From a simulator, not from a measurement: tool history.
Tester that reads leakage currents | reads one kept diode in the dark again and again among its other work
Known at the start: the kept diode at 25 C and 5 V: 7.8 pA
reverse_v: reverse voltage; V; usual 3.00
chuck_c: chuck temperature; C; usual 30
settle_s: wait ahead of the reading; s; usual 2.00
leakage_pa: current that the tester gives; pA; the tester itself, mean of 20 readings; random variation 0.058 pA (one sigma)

run     day  reverse_v  chuck_c  settle_s  leakage_pa
  1   0.000       3.00       30      2.00       10.36
  2   1.479      18.22       30      2.00       34.71
  3   2.604      18.22       30      2.00       34.88
  4   3.671      18.22       30      2.00       34.88
  5   5.558      18.22       30      2.00       35.48
  6   7.050      18.22       30      2.00       35.84
  7   8.058       3.00       30      2.00       10.56
  8   8.925       3.00       30      2.00       10.62
  9   9.950       3.00       30      2.00       10.69
 10  11.221       3.00       30      2.00       10.73
 11  12.358       3.00       30      2.00       10.71
 12  13.696       3.00       30      2.00       10.72
 13  14.992       3.00       45      2.00       36.63
 14  15.992       3.00       30      3.57       10.63
 15  16.833       3.00       30      3.57       10.71
 16  17.983       3.00       30      3.57       10.77
 17  18.842       3.00       30      3.57       10.73
 18  20.429       3.00       30      3.57       10.73
 19  21.508       3.00       30      3.57       10.77
 20  23.338       3.00       30      3.57       10.86
 21  25.238       3.00       57      0.99       94.91
 22  27.088       1.57       34      1.43       10.00
 23  28.146       2.77       34      2.90       14.23
 24  29.396       1.41       20      0.80        3.51
 25  31.279       1.41       20      0.80        3.58
 26  32.258       2.70       46      0.51       37.73
 27  33.929       2.70       46      0.51       37.99
 28  35.788       1.25       47      7.26       24.70
 29  37.025       6.44       20      0.64       12.96
 30  38.288      13.91       23      0.64       28.09
 31  39.429       1.04       32      9.79        6.40
 32  41.233       1.04       32      9.79        6.43
 33  42.325       5.21       32      0.85       20.63
 34  43.417       2.35       53      0.31       60.22
 35  45.283       1.55       53      5.36       44.88
 36  46.121       1.55       33      3.93        9.22
 37  47.679       8.57       33      3.93       30.13
 38  48.604       8.57       33      3.93       30.18
 39  49.883       8.57       33      3.93       30.10

Measured less the same run without the tool's hidden state. The same run-to-run variation is in both; the gauge's scatter may not be:
The hidden state here: stray current of the dirty probe card, pA a volt; current scale over the true one, %; true chuck temperature over the reading, C; drift of the gauge itself on leakage_pa, %.
run  leakage_pa
  1       +0.59
  2       +4.58
  3       +4.84
  4       +5.08
  5       +5.52
  6       +5.85
  7       +0.83
  8       +0.86
  9       +0.89
 10       +0.93
 11       +0.96
 12       +0.99
 13       -0.02
 14       +1.08
 15       +1.09
 16       +1.12
 17       +1.14
 18       +1.20
 19       +1.22
 20       +1.28
 21       -3.01
 22       +0.48
 23       +1.06
 24       +0.82
 25       +0.85
 26       -0.34
 27       -0.36
 28       -0.72
 29       +4.73
 30      +10.47
 31       +0.40
 32       +0.41
 33       +3.29
 34       -2.37
 35       -2.15
 36       +0.73
 37       +6.17
 38       +6.27
 39       +6.38
